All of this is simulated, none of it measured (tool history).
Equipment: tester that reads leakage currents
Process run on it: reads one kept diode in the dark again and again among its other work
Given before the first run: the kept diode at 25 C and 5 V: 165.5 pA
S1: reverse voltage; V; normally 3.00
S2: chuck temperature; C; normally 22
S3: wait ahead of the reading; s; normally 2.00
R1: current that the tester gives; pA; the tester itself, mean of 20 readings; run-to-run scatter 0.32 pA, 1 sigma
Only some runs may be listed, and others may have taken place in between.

run	day	S1	S2	S3	R1
1	0.000	3.00	22	2.00	104.55
2	2.567	3.00	22	6.14	104.80
3	4.792	3.00	22	6.14	103.93
4	7.792	3.00	22	6.14	104.48
5	10.596	3.00	22	6.14	104.36
# day 11.725: probe card cleaned and baked
6	12.917	3.00	24	6.14	126.72
7	14.246	3.00	22	0.80	105.55
8	15.888	3.00	22	2.00	104.48
# day 18.046: chuck's temperature calibrated
9	18.871	3.00	22	2.00	105.12
10	20.654	3.00	22	2.00	104.80
11	23.600	3.00	52	2.00	1561.50
12	25.033	3.00	52	1.27	1556.65
13	27.625	7.30	52	1.27	2084.70
14	29.879	3.00	22	2.00	105.12
15	31.429	3.00	22	2.00	104.72
16	33.967	3.00	22	2.00	104.84
17	36.762	8.52	56	1.20	3041.08
18	39.750	17.77	56	1.20	3868.34
19	41.425	3.40	32	1.20	284.31
20	43.758	7.01	32	6.17	361.24
21	45.067	3.00	25	6.42	140.13
22	47.288	1.01	30	1.22	157.49
23	49.933	18.81	22	9.25	191.53
24	52.000	18.81	22	9.25	191.62
25	54.500	3.00	22	0.63	105.59
26	56.533	4.73	31	1.41	290.25
27	59.112	2.80	25	9.05	137.79
28	62.025	15.21	52	9.05	2654.95
29	64.204	15.21	55	1.24	3384.40
30	65.504	3.00	39	2.00	515.90

3 ways to go on from here, each from the tool as it stands after run 30. What would each give?
A	67.371	6.91	35	8.84	?
B	67.371	1.08	21	0.91	?
C	67.371	3.00	60	2.00	?

run	R1
A	472.32
B	67.70
C	2955.31
Without the tool's unlogged condition, the same runs would have read:
run	R1
A	472.57
B	67.74
C	2957.11

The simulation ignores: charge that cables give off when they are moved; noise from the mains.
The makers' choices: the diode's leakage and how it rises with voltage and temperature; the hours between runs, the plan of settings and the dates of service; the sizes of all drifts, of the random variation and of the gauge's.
